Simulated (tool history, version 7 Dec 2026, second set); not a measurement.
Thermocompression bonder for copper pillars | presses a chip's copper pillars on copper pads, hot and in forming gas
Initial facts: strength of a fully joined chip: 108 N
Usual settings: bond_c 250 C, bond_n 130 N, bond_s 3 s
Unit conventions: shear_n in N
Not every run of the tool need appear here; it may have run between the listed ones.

run    hour  bond_c  bond_n  bond_s  shear_n
  1     0.0     250     130       3     53.0
  2    53.4     250     130       3     51.4
  3   130.7     228     130       3     38.3
  4   166.4     228     130       4     42.5
      188.3  -- force cell calibrated
  5   239.6     228     130       4     42.9
  6   295.2     250     130       3     52.0
  7   344.6     274     130       3     66.1
  8   419.1     250     130       8     69.8
      471.8  -- forming gas filter changed
  9   496.1     250     130       3     51.9
 10   577.3     250     130       3     51.9
 11   627.6     250     130       3     51.5
 12   707.8     250     156       3     57.6
 13   781.8     250     156       3     56.4
 14   855.1     250     156       3     55.8
 15   924.7     279     130       3     66.5
 16   985.7     279     130       3     65.0
 17  1030.4     279     162       8     90.5
     1110.1  -- forming gas filter changed
 18  1113.2     250     130       8     68.2
     1137.7  -- heater calibrated with a thermocouple chip
 19  1166.8     233      78       3     30.5
 20  1210.1     233      78       3     29.9
 21  1282.5     221     185       2     43.8
 22  1345.6     221     185       2     43.4
 23  1396.1     225     130       7     54.2
 24  1453.2     236     153       7     67.6
 25  1495.6     223     130       3     38.0
 26  1570.6     230      85       3     29.8
 27  1608.0     250     111       3     48.2
 28  1648.7     250     111       3     47.1
     1680.1  -- force cell calibrated
 29  1711.8     242     130       3     49.6

Each row is a separate what-if for the run after 29, all from the same tool condition, not one after another. Results?
     1750.5  -- forming gas filter changed
  A  1778.9     225      95       3        ?
     1750.5  -- forming gas filter changed
  B  1778.9     242     152       3        ?
     1750.5  -- forming gas filter changed
  C  1778.9     242     143       3        ?

run  shear_n
  A     30.8
  B     57.0
  C     53.5
Stripped of hidden state, with their random variation kept, the same runs would have yielded:
run  shear_n
  A     32.5
  B     59.3
  C     55.7
